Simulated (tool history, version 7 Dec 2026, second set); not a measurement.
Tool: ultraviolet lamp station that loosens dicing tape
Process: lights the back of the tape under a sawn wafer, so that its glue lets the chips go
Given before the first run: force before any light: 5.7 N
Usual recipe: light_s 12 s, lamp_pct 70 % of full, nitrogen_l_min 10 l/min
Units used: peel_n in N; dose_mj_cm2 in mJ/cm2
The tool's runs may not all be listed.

Run 1, day 0.000: usual settings. Result: peel_n 0.860 N, dose_mj_cm2 172 mJ/cm2.
Run 2, day 2.325: usual settings but nitrogen_l_min 6 l/min. Result: peel_n 1.163 N, dose_mj_cm2 169 mJ/cm2.
Run 3, day 3.467: usual settings but lamp_pct 89 % of full, nitrogen_l_min 6 l/min. Result: peel_n 0.822 N, dose_mj_cm2 213 mJ/cm2.
At day 4.083: window cleaned of glue's vapour.
Run 4, day 4.975: usual settings but lamp_pct 89 % of full, nitrogen_l_min 6 l/min. Result: peel_n 0.734 N, dose_mj_cm2 225 mJ/cm2.
Run 5, day 7.267: usual settings. Result: peel_n 0.832 N, dose_mj_cm2 174 mJ/cm2.
Run 6, day 9.054: usual settings. Result: peel_n 0.851 N, dose_mj_cm2 174 mJ/cm2.
Run 7, day 11.438: usual settings but light_s 10 s, nitrogen_l_min 3 l/min. Result: peel_n 1.957 N, dose_mj_cm2 141 mJ/cm2.
Run 8, day 13.171: usual settings but light_s 14 s, nitrogen_l_min 3 l/min. Result: peel_n 1.453 N, dose_mj_cm2 191 mJ/cm2.
Run 9, day 14.633: usual settings but light_s 14 s, lamp_pct 67 % of full, nitrogen_l_min 7 l/min. Result: peel_n 0.930 N, dose_mj_cm2 183 mJ/cm2.
Run 10, day 16.900: usual settings but light_s 7 s, lamp_pct 76 % of full. Result: peel_n 1.761 N, dose_mj_cm2 100 mJ/cm2.
Run 11, day 18.017: usual settings but light_s 14 s, lamp_pct 64 % of full, nitrogen_l_min 4 l/min. Result: peel_n 1.462 N, dose_mj_cm2 169 mJ/cm2.
Run 12, day 19.646: usual settings but light_s 14 s, lamp_pct 64 % of full, nitrogen_l_min 4 l/min. Result: peel_n 1.509 N, dose_mj_cm2 165 mJ/cm2.

Table of differences, measured result less the result of that run with no hidden state. Run-to-run variation is the same in both. Gauge scatter possibly is not:
Unlogged tool condition in this case: lamp's light, % of a new lamp's; light that the window lets through, % of a clean one's; drift of the gauge itself on peel_n, %; drift of the gauge itself on dose_mj_cm2, %.
run  peel_n  dose_mj_cm2
  1  +0.178          -26
  2  +0.249          -30
  3  +0.204          -40
  4  +0.117          -25
  5  +0.153          -23
  6  +0.173          -25
  7  +0.303          -25
  8  +0.311          -36
  9  +0.244          -38
 10  +0.395          -23
 11  +0.381          -41
 12  +0.412          -44
